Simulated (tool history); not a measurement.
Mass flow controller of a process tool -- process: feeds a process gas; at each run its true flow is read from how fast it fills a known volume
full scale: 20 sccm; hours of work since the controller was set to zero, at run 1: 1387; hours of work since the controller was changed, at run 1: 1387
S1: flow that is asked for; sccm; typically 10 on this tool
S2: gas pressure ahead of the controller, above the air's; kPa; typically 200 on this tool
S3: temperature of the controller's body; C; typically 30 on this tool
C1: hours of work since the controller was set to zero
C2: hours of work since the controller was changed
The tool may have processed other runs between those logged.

run 1 hour=0.0 | S1=10 S2=200 S3=30 | C1=1387 C2=1387 | true_flow_(%)=99.93
run 2 hour=97.7 | S1=10 S2=200 S3=30 | C1=1451 C2=1451 | true_flow_(%)=99.92
run 3 hour=203.3 | S1=10 S2=200 S3=30 | C1=1521 C2=1521 | true_flow_(%)=100.01
run 4 hour=281.3 | S1=10 S2=200 S3=30 | C1=1572 C2=1572 | true_flow_(%)=99.99
run 5 hour=380.1 | S1=10 S2=200 S3=30 | C1=1638 C2=1638 | true_flow_(%)=100.06
run 6 hour=452.6 | S1=10 S2=193 S3=30 | C1=1685 C2=1685 | true_flow_(%)=99.97
run 7 hour=560.3 | S1=10 S2=193 S3=30 | C1=1756 C2=1756 | true_flow_(%)=99.97
run 8 hour=632.0 | S1=10 S2=193 S3=30 | C1=1804 C2=1804 | true_flow_(%)=100.14
run 9 hour=713.2 | S1=10 S2=193 S3=30 | C1=1857 C2=1857 | true_flow_(%)=100.13
run 10 hour=782.8 | S1=10 S2=193 S3=30 | C1=1903 C2=1903 | true_flow_(%)=100.08
run 11 hour=860.0 | S1=10 S2=193 S3=30 | C1=1954 C2=1954 | true_flow_(%)=100.14
run 12 hour=953.1 | S1=10 S2=193 S3=30 | C1=2015 C2=2015 | true_flow_(%)=100.13
run 13 hour=1046.4 | S1=13 S2=193 S3=30 | C1=2077 C2=2077 | true_flow_(%)=100.08
run 14 hour=1115.1 | S1=13 S2=193 S3=30 | C1=2122 C2=2122 | true_flow_(%)=100.20
run 15 hour=1212.4 | S1=13 S2=193 S3=30 | C1=2186 C2=2186 | true_flow_(%)=100.22
run 16 hour=1270.0 | S1=13 S2=193 S3=30 | C1=2224 C2=2224 | true_flow_(%)=100.22
run 17 hour=1326.3 | S1=13 S2=193 S3=30 | C1=2262 C2=2262 | true_flow_(%)=100.22
run 18 hour=1408.3 | S1=10 S2=200 S3=30 | C1=2316 C2=2316 | true_flow_(%)=100.42
run 19 hour=1453.4 | S1=10 S2=200 S3=30 | C1=2345 C2=2345 | true_flow_(%)=100.35
run 20 hour=1547.6 | S1=10 S2=200 S3=23 | C1=2408 C2=2408 | true_flow_(%)=101.02
run 21 hour=1626.8 | S1=10 S2=161 S3=30 | C1=2460 C2=2460 | true_flow_(%)=100.27
run 22 hour=1696.3 | S1=10 S2=200 S3=30 | C1=2506 C2=2506 | true_flow_(%)=100.53
run 23 hour=1761.4 | S1=2 S2=200 S3=30 | C1=2549 C2=2549 | true_flow_(%)=104.68
run 24 hour=1862.9 | S1=2 S2=200 S3=30 | C1=2615 C2=2615 | true_flow_(%)=105.03
run 25 hour=1939.8 | S1=3 S2=166 S3=30 | C1=2666 C2=2666 | true_flow_(%)=102.81
run 26 hour=2034.0 | S1=11 S2=208 S3=23 | C1=2728 C2=2728 | true_flow_(%)=101.20
run 27 hour=2083.3 | S1=11 S2=208 S3=23 | C1=2761 C2=2761 | true_flow_(%)=101.10
run 28 hour=2148.3 | S1=8 S2=170 S3=30 | C1=2804 C2=2804 | true_flow_(%)=100.72
run 29 hour=2227.9 | S1=10 S2=166 S3=32 | C1=2856 C2=2856 | true_flow_(%)=100.29
run 30 hour=2307.2 | S1=4 S2=158 S3=22 | C1=2909 C2=2909 | true_flow_(%)=102.96
run 31 hour=2395.3 | S1=8 S2=158 S3=22 | C1=2967 C2=2967 | true_flow_(%)=101.48
run 32 hour=2480.6 | S1=8 S2=226 S3=28 | C1=3023 C2=3023 | true_flow_(%)=101.37
run 33 hour=2545.3 | S1=7 S2=263 S3=30 | C1=3066 C2=3066 | true_flow_(%)=101.54
run 34 hour=2641.6 | S1=4 S2=171 S3=25 | C1=3129 C2=3129 | true_flow_(%)=102.98
run 35 hour=2721.4 | S1=3 S2=242 S3=24 | C1=3182 C2=3182 | true_flow_(%)=104.68
run 36 hour=2794.7 | S1=3 S2=242 S3=24 | C1=3230 C2=3230 | true_flow_(%)=104.67
run 37 hour=2875.7 | S1=7 S2=277 S3=29 | C1=3283 C2=3283 | true_flow_(%)=101.90
run 38 hour=2948.2 | S1=9 S2=172 S3=29 | C1=3331 C2=3331 | true_flow_(%)=100.89
run 39 hour=3019.1 | S1=2 S2=274 S3=30 | C1=3378 C2=3378 | true_flow_(%)=107.17
run 40 hour=3107.2 | S1=6 S2=271 S3=30 | C1=3436 C2=3436 | true_flow_(%)=102.23
run 41 hour=3170.5 | S1=10 S2=200 S3=22 | C1=3478 C2=3478 | true_flow_(%)=101.77
run 42 hour=3246.2 | S1=10 S2=200 S3=22 | C1=3528 C2=3528 | true_flow_(%)=101.81
run 43 hour=3323.5 | S1=14 S2=200 S3=35 | C1=3579 C2=3579 | true_flow_(%)=100.36
run 44 hour=3403.7 | S1=14 S2=189 S3=35 | C1=3632 C2=3632 | true_flow_(%)=100.38
run 45 hour=3481.9 | S1=19 S2=232 S3=34 | C1=3683 C2=3683 | true_flow_(%)=100.68
run 46 hour=3542.6 | S1=19 S2=232 S3=34 | C1=3723 C2=3723 | true_flow_(%)=100.67
run 47 hour=3591.8 | S1=19 S2=232 S3=34 | C1=3756 C2=3756 | true_flow_(%)=100.72
run 48 hour=3682.4 | S1=19 S2=232 S3=34 | C1=3815 C2=3815 | true_flow_(%)=100.79

Consider 5 possible next runs. They are alternatives, not a sequence: every one starts from the tool as it was left by run 48. What does each give?
run A hour=3782.3 | S1=17 S2=169 S3=35 | C1=3881 C2=3881 | true_flow_(%)=?
run B hour=3782.3 | S1=19 S2=232 S3=26 | C1=3881 C2=3881 | true_flow_(%)=?
run C hour=3782.3 | S1=2 S2=199 S3=23 | C1=3881 C2=3881 | true_flow_(%)=?
run D hour=3782.3 | S1=10 S2=164 S3=30 | C1=3881 C2=3881 | true_flow_(%)=?
run E hour=3782.3 | S1=5 S2=207 S3=27 | C1=3881 C2=3881 | true_flow_(%)=?

run=A true_flow_(%)=100.23
run=B true_flow_(%)=101.38
run=C true_flow_(%)=108.58
run=D true_flow_(%)=101.21
run=E true_flow_(%)=103.09
Had the tool no hidden state, the same runs would have come out as:
run=A true_flow_(%)=98.79
run=B true_flow_(%)=100.05
run=C true_flow_(%)=99.31
run=D true_flow_(%)=99.04
run=E true_flow_(%)=99.14

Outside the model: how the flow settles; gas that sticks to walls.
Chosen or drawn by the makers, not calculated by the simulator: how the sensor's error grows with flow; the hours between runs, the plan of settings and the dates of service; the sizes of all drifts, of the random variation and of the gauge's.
